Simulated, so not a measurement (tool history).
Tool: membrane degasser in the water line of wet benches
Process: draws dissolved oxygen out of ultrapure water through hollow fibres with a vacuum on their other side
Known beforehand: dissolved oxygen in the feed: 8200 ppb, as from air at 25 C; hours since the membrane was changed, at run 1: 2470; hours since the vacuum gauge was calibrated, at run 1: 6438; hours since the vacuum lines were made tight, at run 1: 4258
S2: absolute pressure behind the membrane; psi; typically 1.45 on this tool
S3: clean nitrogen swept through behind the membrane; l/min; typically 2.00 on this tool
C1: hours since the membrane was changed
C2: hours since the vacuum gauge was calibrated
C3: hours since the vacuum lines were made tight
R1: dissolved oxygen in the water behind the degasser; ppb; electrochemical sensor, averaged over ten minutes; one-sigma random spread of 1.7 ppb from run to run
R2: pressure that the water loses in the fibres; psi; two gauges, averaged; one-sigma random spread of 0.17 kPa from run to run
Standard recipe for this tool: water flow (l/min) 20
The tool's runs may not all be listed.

{"run": 1, "hour": 0.0, "water flow (l/min)": 20, "S2": 1.45, "S3": 2.0, "C1": 2470, "C2": 6438, "C3": 4258, "R1": 170.9, "R2": 3.87}
{"run": 2, "hour": 37.8, "water flow (l/min)": 20, "S2": 1.45, "S3": 2.48, "C1": 2508, "C2": 6476, "C3": 4296, "R1": 141.7, "R2": 3.904}
{"run": 3, "hour": 106.6, "water flow (l/min)": 20, "S2": 1.45, "S3": 2.48, "C1": 2576, "C2": 6545, "C3": 4365, "R1": 141.7, "R2": 3.877}
{"run": 4, "hour": 160.0, "water flow (l/min)": 20, "S2": 1.45, "S3": 2.48, "C1": 2630, "C2": 6598, "C3": 4418, "R1": 142.0, "R2": 3.917}
{"run": 5, "hour": 211.1, "water flow (l/min)": 20, "S2": 1.45, "S3": 2.0, "C1": 2681, "C2": 6650, "C3": 4469, "R1": 172.3, "R2": 3.854}
{"run": 6, "hour": 256.9, "water flow (l/min)": 20, "S2": 1.45, "S3": 2.0, "C1": 2727, "C2": 6695, "C3": 4515, "R1": 173.1, "R2": 3.899}
{"run": 7, "hour": 317.1, "water flow (l/min)": 20, "S2": 1.45, "S3": 2.0, "C1": 2787, "C2": 6756, "C3": 4575, "R1": 169.3, "R2": 3.864}
{"run": 8, "hour": 373.2, "water flow (l/min)": 20, "S2": 1.45, "S3": 2.0, "C1": 2843, "C2": 6812, "C3": 4631, "R1": 169.1, "R2": 3.851}
{"run": 9, "hour": 418.6, "water flow (l/min)": 14, "S2": 1.45, "S3": 2.0, "C1": 2889, "C2": 6857, "C3": 4677, "R1": 117.2, "R2": 2.724}
{"run": 10, "hour": 461.1, "water flow (l/min)": 14, "S2": 1.45, "S3": 2.0, "C1": 2931, "C2": 6900, "C3": 4719, "R1": 114.5, "R2": 2.738}
{"run": 11, "hour": 495.3, "water flow (l/min)": 14, "S2": 1.45, "S3": 2.0, "C1": 2965, "C2": 6934, "C3": 4754, "R1": 116.2, "R2": 2.705}
{"run": 12, "hour": 550.4, "water flow (l/min)": 20, "S2": 1.45, "S3": 2.0, "C1": 3020, "C2": 6989, "C3": 4809, "R1": 168.4, "R2": 3.883}
{"run": 13, "hour": 585.8, "water flow (l/min)": 20, "S2": 1.45, "S3": 2.0, "C1": 3056, "C2": 7024, "C3": 4844, "R1": 172.1, "R2": 3.9}
{"run": 14, "hour": 621.6, "water flow (l/min)": 20, "S2": 1.45, "S3": 2.0, "C1": 3092, "C2": 7060, "C3": 4880, "R1": 169.2, "R2": 3.891}
{"run": 15, "hour": 659.4, "water flow (l/min)": 20, "S2": 1.45, "S3": 2.0, "C1": 3129, "C2": 7098, "C3": 4918, "R1": 171.4, "R2": 3.878}
{"run": 16, "hour": 688.0, "water flow (l/min)": 20, "S2": 1.45, "S3": 2.0, "C1": 3158, "C2": 7126, "C3": 4946, "R1": 173.1, "R2": 3.862}
{"run": 17, "hour": 751.2, "water flow (l/min)": 20, "S2": 1.45, "S3": 2.0, "C1": 3221, "C2": 7190, "C3": 5010, "R1": 172.1, "R2": 3.909}
{"run": 18, "hour": 788.4, "water flow (l/min)": 20, "S2": 2.45, "S3": 2.0, "C1": 3258, "C2": 7227, "C3": 5047, "R1": 325.2, "R2": 3.891}
{"run": 19, "hour": 849.5, "water flow (l/min)": 20, "S2": 2.45, "S3": 2.0, "C1": 3319, "C2": 7288, "C3": 5108, "R1": 325.3, "R2": 3.891}
{"run": 20, "hour": 883.7, "water flow (l/min)": 27, "S2": 3.52, "S3": 1.26, "C1": 3354, "C2": 7322, "C3": 5142, "R1": 946.4, "R2": 5.272}
{"run": 21, "hour": 941.0, "water flow (l/min)": 27, "S2": 3.52, "S3": 1.26, "C1": 3411, "C2": 7379, "C3": 5199, "R1": 924.0, "R2": 5.265}
{"run": 22, "hour": 989.8, "water flow (l/min)": 29, "S2": 1.28, "S3": 0.99, "C1": 3460, "C2": 7428, "C3": 5248, "R1": 384.8, "R2": 5.63}
{"run": 23, "hour": 1029.2, "water flow (l/min)": 20, "S2": 2.02, "S3": 2.0, "C1": 3499, "C2": 7468, "C3": 5288, "R1": 261.4, "R2": 3.899}
{"run": 24, "hour": 1092.1, "water flow (l/min)": 23, "S2": 2.68, "S3": 1.29, "C1": 3562, "C2": 7531, "C3": 5350, "R1": 585.5, "R2": 4.474}
{"hour": 1100.7, "done": "seals of the vacuum lines changed"}
{"run": 25, "hour": 1139.9, "water flow (l/min)": 23, "S2": 2.68, "S3": 1.29, "C1": 3608, "C2": 7576, "C3": 39, "R1": 597.5, "R2": 4.435}
{"run": 26, "hour": 1186.1, "water flow (l/min)": 29, "S2": 3.15, "S3": 2.0, "C1": 3654, "C2": 7623, "C3": 85, "R1": 632.1, "R2": 5.646}
{"run": 27, "hour": 1221.4, "water flow (l/min)": 18, "S2": 3.15, "S3": 2.0, "C1": 3689, "C2": 7658, "C3": 121, "R1": 385.7, "R2": 3.482}
{"run": 28, "hour": 1282.3, "water flow (l/min)": 28, "S2": 1.45, "S3": 2.0, "C1": 3750, "C2": 7719, "C3": 182, "R1": 262.0, "R2": 5.452}
{"run": 29, "hour": 1345.8, "water flow (l/min)": 28, "S2": 1.45, "S3": 2.0, "C1": 3814, "C2": 7782, "C3": 245, "R1": 262.9, "R2": 5.413}
{"run": 30, "hour": 1381.8, "water flow (l/min)": 22, "S2": 1.31, "S3": 5.19, "C1": 3850, "C2": 7818, "C3": 281, "R1": 79.9, "R2": 4.299}
{"run": 31, "hour": 1440.9, "water flow (l/min)": 22, "S2": 1.31, "S3": 5.19, "C1": 3909, "C2": 7877, "C3": 340, "R1": 81.1, "R2": 4.226}
{"run": 32, "hour": 1475.6, "water flow (l/min)": 22, "S2": 1.31, "S3": 5.19, "C1": 3943, "C2": 7912, "C3": 375, "R1": 79.9, "R2": 4.277}
{"run": 33, "hour": 1535.5, "water flow (l/min)": 22, "S2": 1.31, "S3": 5.19, "C1": 4003, "C2": 7972, "C3": 435, "R1": 80.6, "R2": 4.306}

Take each entry between the runs: how does the hidden state at the last listed run before it differ from the hidden state at the first listed run after it?
Runs 24 to 25: seals of the vacuum lines changed (hour 1100.7)
  air that leaks in behind the membrane, l/min: 0.0021 -> 0.002
